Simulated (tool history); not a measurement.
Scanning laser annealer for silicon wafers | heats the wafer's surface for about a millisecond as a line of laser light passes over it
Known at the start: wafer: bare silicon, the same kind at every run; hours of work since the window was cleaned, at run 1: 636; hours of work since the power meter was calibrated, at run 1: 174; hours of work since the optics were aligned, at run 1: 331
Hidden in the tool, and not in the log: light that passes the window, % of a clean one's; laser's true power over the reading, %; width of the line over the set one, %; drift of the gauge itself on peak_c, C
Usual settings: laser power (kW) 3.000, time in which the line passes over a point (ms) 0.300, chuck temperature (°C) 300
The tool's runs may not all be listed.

| run | hour | laser power (kW) | time in which the line passes over a point (ms) | chuck temperature (°C) | hours of work since the window was cleaned | hours of work since the power meter was calibrated | hours of work since the optics were aligned | highest temperature of the surface (°C) |
|---|---|---|---|---|---|---|---|---|
| 1 | 0.0 | 3.000 | 0.300 | 300 | 636 | 174 | 331 | 978 |
| 2 | 5.6 | 3.000 | 0.300 | 300 | 640 | 178 | 335 | 975 |
| 3 | 17.0 | 3.000 | 0.300 | 300 | 649 | 187 | 344 | 977 |
| 4 | 23.6 | 3.000 | 0.300 | 300 | 654 | 192 | 349 | 977 |
| 5 | 28.6 | 2.596 | 0.300 | 300 | 658 | 196 | 353 | 869 |
| 6 | 35.3 | 3.000 | 0.300 | 300 | 663 | 202 | 358 | 975 |
| 7 | 46.4 | 3.000 | 0.300 | 300 | 672 | 210 | 367 | 979 |
| 8 | 51.8 | 3.000 | 0.300 | 300 | 676 | 214 | 371 | 973 |
| 9 | 58.9 | 3.000 | 0.300 | 300 | 681 | 220 | 377 | 974 |
| 10 | 67.9 | 3.000 | 0.300 | 300 | 688 | 227 | 384 | 974 |
|  | 71.5 | window over the wafer cleaned |
| 11 | 81.6 | 3.221 | 0.300 | 300 | 8 | 236 | 393 | 1082 |
| 12 | 89.3 | 3.221 | 0.300 | 300 | 14 | 242 | 399 | 1079 |
| 13 | 96.8 | 3.221 | 0.300 | 300 | 20 | 248 | 405 | 1080 |
| 14 | 107.6 | 3.221 | 0.300 | 300 | 28 | 256 | 413 | 1075 |
| 15 | 118.3 | 2.921 | 0.288 | 323 | 36 | 264 | 421 | 997 |
| 16 | 127.4 | 3.000 | 0.232 | 265 | 43 | 271 | 428 | 881 |
|  | 131.4 | laser's power meter calibrated |
| 17 | 135.3 | 3.000 | 0.300 | 334 | 47 | 3 | 432 | 1047 |
| 18 | 143.5 | 2.940 | 0.300 | 338 | 54 | 9 | 438 | 1035 |
| 19 | 153.2 | 2.742 | 0.300 | 296 | 61 | 17 | 446 | 939 |
| 20 | 161.1 | 2.853 | 0.336 | 330 | 67 | 23 | 452 | 1047 |
| 21 | 166.3 | 2.714 | 0.283 | 289 | 71 | 27 | 456 | 901 |
| 22 | 171.7 | 3.275 | 0.300 | 305 | 75 | 31 | 460 | 1097 |

Forecast each of these 3 alternatives for the next run:
|  | 182.5 | laser's power meter calibrated, once more |
| A | 185.5 | 2.599 | 0.300 | 300 | 84 | 2 | 469 | ? |
|  | 182.5 | laser's power meter calibrated, once more |
| B | 185.5 | 3.000 | 0.276 | 300 | 84 | 2 | 469 | ? |
|  | 182.5 | laser's power meter calibrated, once more |
| C | 185.5 | 2.798 | 0.277 | 300 | 84 | 2 | 469 | ? |

| run | highest temperature of the surface (°C) |
|---|---|
| A | 902 |
| B | 980 |
| C | 923 |
Without the tool's hidden state the same runs would have given:
| run | highest temperature of the surface (°C) |
|---|---|
| A | 909 |
| B | 988 |
| C | 930 |
